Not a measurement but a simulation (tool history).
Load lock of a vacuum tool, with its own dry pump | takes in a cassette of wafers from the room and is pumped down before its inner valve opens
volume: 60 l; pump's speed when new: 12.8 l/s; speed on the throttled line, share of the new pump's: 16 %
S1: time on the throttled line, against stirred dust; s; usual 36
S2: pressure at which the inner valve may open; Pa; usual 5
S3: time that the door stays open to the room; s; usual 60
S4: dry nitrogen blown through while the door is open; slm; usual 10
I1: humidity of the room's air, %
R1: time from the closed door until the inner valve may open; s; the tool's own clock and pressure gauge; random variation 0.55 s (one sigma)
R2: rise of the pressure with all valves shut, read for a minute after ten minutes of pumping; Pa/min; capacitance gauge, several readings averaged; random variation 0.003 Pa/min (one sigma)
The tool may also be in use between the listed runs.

{"run": 1, "day": 0.0, "S1": 36, "S2": 5, "S3": 60, "S4": 10, "I1": 45.3, "R1": 81, "R2": 0.055}
{"run": 2, "day": 3.592, "S1": 36, "S2": 5, "S3": 60, "S4": 10, "I1": 45.5, "R1": 80.2, "R2": 0.057}
{"run": 3, "day": 5.417, "S1": 36, "S2": 10, "S3": 60, "S4": 10, "I1": 44.8, "R1": 76.2, "R2": 0.058}
{"run": 4, "day": 9.521, "S1": 36, "S2": 10, "S3": 60, "S4": 10, "I1": 41, "R1": 76.5, "R2": 0.049}
{"run": 5, "day": 11.9, "S1": 36, "S2": 10, "S3": 60, "S4": 10, "I1": 45.3, "R1": 77.4, "R2": 0.06}
{"run": 6, "day": 15.338, "S1": 36, "S2": 10, "S3": 60, "S4": 10, "I1": 43.4, "R1": 77.8, "R2": 0.059}
{"run": 7, "day": 19.088, "S1": 36, "S2": 10, "S3": 60, "S4": 10, "I1": 42.2, "R1": 77.9, "R2": 0.056}
{"run": 8, "day": 22.85, "S1": 28, "S2": 10, "S3": 60, "S4": 10, "I1": 43.4, "R1": 70.8, "R2": 0.056}
{"run": 9, "day": 24.783, "S1": 36, "S2": 5, "S3": 60, "S4": 10, "I1": 41.9, "R1": 81.1, "R2": 0.056}
{"run": 10, "day": 28.846, "S1": 36, "S2": 5, "S3": 60, "S4": 10, "I1": 45.3, "R1": 81.1, "R2": 0.061}
{"run": 11, "day": 33.096, "S1": 36, "S2": 7, "S3": 148, "S4": 10, "I1": 44, "R1": 79.4, "R2": 0.083}
{"run": 12, "day": 35.146, "S1": 36, "S2": 7, "S3": 148, "S4": 10, "I1": 46.6, "R1": 78.7, "R2": 0.093}
{"run": 13, "day": 38.592, "S1": 36, "S2": 10, "S3": 60, "S4": 10, "I1": 42.6, "R1": 77.3, "R2": 0.061}
{"run": 14, "day": 42.904, "S1": 36, "S2": 10, "S3": 81, "S4": 19, "I1": 46.3, "R1": 77.9, "R2": 0.063}
{"run": 15, "day": 46.204, "S1": 53, "S2": 7, "S3": 226, "S4": 7, "I1": 46.6, "R1": 93.4, "R2": 0.119}
{"run": 16, "day": 49.392, "S1": 53, "S2": 4, "S3": 34, "S4": 7, "I1": 47.6, "R1": 97.3, "R2": 0.06}
{"run": 17, "day": 52.883, "S1": 36, "S2": 7, "S3": 60, "S4": 23, "I1": 45.4, "R1": 79.6, "R2": 0.051}

Forecast each of these 5 alternatives for the next run:
{"run": "A", "day": 56.288, "S1": 26, "S2": 8, "S3": 113, "S4": 23, "I1": 45.1, "R1": "?", "R2": "?"}
{"run": "B", "day": 56.288, "S1": 66, "S2": 5, "S3": 78, "S4": 10, "I1": 45.4, "R1": "?", "R2": "?"}
{"run": "C", "day": 56.288, "S1": 38, "S2": 9, "S3": 118, "S4": 23, "I1": 45.9, "R1": "?", "R2": "?"}
{"run": "D", "day": 56.288, "S1": 56, "S2": 7, "S3": 143, "S4": 33, "I1": 46.3, "R1": "?", "R2": "?"}
{"run": "E", "day": 56.288, "S1": 36, "S2": 5, "S3": 60, "S4": 10, "I1": 43.3, "R1": "?", "R2": "?"}

run=A R1=70.8 R2=0.068
run=B R1=105.5 R2=0.074
run=C R1=80.1 R2=0.069
run=D R1=95.8 R2=0.066
run=E R1=81 R2=0.065
Without the tool's hidden state the same runs would have given:
run=A R1=66.3 R2=0.037
run=B R1=101.5 R2=0.043
run=C R1=75.9 R2=0.038
run=D R1=91.8 R2=0.035
run=E R1=76.4 R2=0.034

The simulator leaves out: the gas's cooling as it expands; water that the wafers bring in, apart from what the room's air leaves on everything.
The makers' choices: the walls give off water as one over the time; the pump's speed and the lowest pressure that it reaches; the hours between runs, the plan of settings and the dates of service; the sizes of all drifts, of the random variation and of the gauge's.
